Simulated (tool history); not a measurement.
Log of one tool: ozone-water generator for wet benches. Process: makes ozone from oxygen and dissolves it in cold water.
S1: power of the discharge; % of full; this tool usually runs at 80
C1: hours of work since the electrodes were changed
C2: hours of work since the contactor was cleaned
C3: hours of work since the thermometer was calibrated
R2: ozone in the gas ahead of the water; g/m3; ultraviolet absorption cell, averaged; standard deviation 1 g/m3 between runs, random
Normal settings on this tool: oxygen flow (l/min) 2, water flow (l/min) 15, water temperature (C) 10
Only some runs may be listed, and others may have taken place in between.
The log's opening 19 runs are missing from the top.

{"run": 20, "day": 24.883, "S1": 80, "oxygen flow (l/min)": 2, "water flow (l/min)": 12, "water temperature (C)": 10, "C1": 972, "C2": 725, "C3": 848, "dissolved ozone (ppm)": 18.2, "R2": 175.4}
{"run": 21, "day": 25.912, "S1": 80, "oxygen flow (l/min)": 2, "water flow (l/min)": 12, "water temperature (C)": 10, "C1": 989, "C2": 742, "C3": 866, "dissolved ozone (ppm)": 17.8, "R2": 175.1}
{"run": 22, "day": 26.954, "S1": 80, "oxygen flow (l/min)": 2, "water flow (l/min)": 12, "water temperature (C)": 10, "C1": 1007, "C2": 760, "C3": 884, "dissolved ozone (ppm)": 18.3, "R2": 177}
{"run": 23, "day": 28.079, "S1": 80, "oxygen flow (l/min)": 2, "water flow (l/min)": 12, "water temperature (C)": 10, "C1": 1027, "C2": 780, "C3": 903, "dissolved ozone (ppm)": 18.3, "R2": 175.7}
{"run": 24, "day": 29.229, "S1": 55, "oxygen flow (l/min)": 2, "water flow (l/min)": 15, "water temperature (C)": 10, "C1": 1046, "C2": 799, "C3": 923, "dissolved ozone (ppm)": 11.1, "R2": 133.4}
{"run": 25, "day": 30.104, "S1": 55, "oxygen flow (l/min)": 3.24, "water flow (l/min)": 17, "water temperature (C)": 7, "C1": 1061, "C2": 814, "C3": 938, "dissolved ozone (ppm)": 12.5, "R2": 115.2}
{"run": 26, "day": 30.938, "S1": 55, "oxygen flow (l/min)": 3.24, "water flow (l/min)": 17, "water temperature (C)": 7, "C1": 1076, "C2": 829, "C3": 952, "dissolved ozone (ppm)": 12.5, "R2": 115.8}
{"run": 27, "day": 32.246, "S1": 48, "oxygen flow (l/min)": 3.05, "water flow (l/min)": 12, "water temperature (C)": 10, "C1": 1098, "C2": 851, "C3": 975, "dissolved ozone (ppm)": 14.7, "R2": 107.6}
{"run": 28, "day": 32.992, "S1": 40, "oxygen flow (l/min)": 2.36, "water flow (l/min)": 15, "water temperature (C)": 12, "C1": 1111, "C2": 864, "C3": 988, "dissolved ozone (ppm)": 9.3, "R2": 101.3}
{"run": 29, "day": 33.983, "S1": 44, "oxygen flow (l/min)": 1.11, "water flow (l/min)": 15, "water temperature (C)": 12, "C1": 1128, "C2": 881, "C3": 1005, "dissolved ozone (ppm)": 7.3, "R2": 141.7}
{"run": 30, "day": 34.921, "S1": 44, "oxygen flow (l/min)": 1.11, "water flow (l/min)": 15, "water temperature (C)": 12, "C1": 1144, "C2": 897, "C3": 1021, "dissolved ozone (ppm)": 7.4, "R2": 142.3}
{"run": 31, "day": 36.508, "S1": 73, "oxygen flow (l/min)": 1.68, "water flow (l/min)": 15, "water temperature (C)": 11, "C1": 1172, "C2": 925, "C3": 1048, "dissolved ozone (ppm)": 12.3, "R2": 176.1}
{"run": 32, "day": 37.375, "S1": 98, "oxygen flow (l/min)": 2.07, "water flow (l/min)": 16, "water temperature (C)": 16, "C1": 1186, "C2": 939, "C3": 1063, "dissolved ozone (ppm)": 15.3, "R2": 200.7}
{"run": 33, "day": 38.429, "S1": 94, "oxygen flow (l/min)": 2, "water flow (l/min)": 22, "water temperature (C)": 10, "C1": 1205, "C2": 958, "C3": 1081, "dissolved ozone (ppm)": 10.6, "R2": 198.8}
{"run": 34, "day": 39.467, "S1": 99, "oxygen flow (l/min)": 2.19, "water flow (l/min)": 15, "water temperature (C)": 10, "C1": 1222, "C2": 975, "C3": 1099, "dissolved ozone (ppm)": 17.6, "R2": 199.7}

Forecast each of these 3 alternatives for the next run:
{"run": "A", "day": 40.979, "S1": 80, "oxygen flow (l/min)": 3.49, "water flow (l/min)": 15, "water temperature (C)": 10, "C1": 1248, "C2": 1001, "C3": 1125, "dissolved ozone (ppm)": "?", "R2": "?"}
{"run": "B", "day": 40.979, "S1": 52, "oxygen flow (l/min)": 1.43, "water flow (l/min)": 15, "water temperature (C)": 10, "C1": 1248, "C2": 1001, "C3": 1125, "dissolved ozone (ppm)": "?", "R2": "?"}
{"run": "C", "day": 40.979, "S1": 99, "oxygen flow (l/min)": 2.64, "water flow (l/min)": 14, "water temperature (C)": 14, "C1": 1248, "C2": 1001, "C3": 1125, "dissolved ozone (ppm)": "?", "R2": "?"}

run=A dissolved_ozone_(ppm)=17.8 R2=146.1
run=B dissolved_ozone_(ppm)=9.4 R2=147.7
run=C dissolved_ozone_(ppm)=19.4 R2=189.3
Had the tool no hidden state, the same runs would have come out as:
run=A dissolved_ozone_(ppm)=17.9 R2=142.5
run=B dissolved_ozone_(ppm)=9.4 R2=144
run=C dissolved_ozone_(ppm)=19.4 R2=184.7
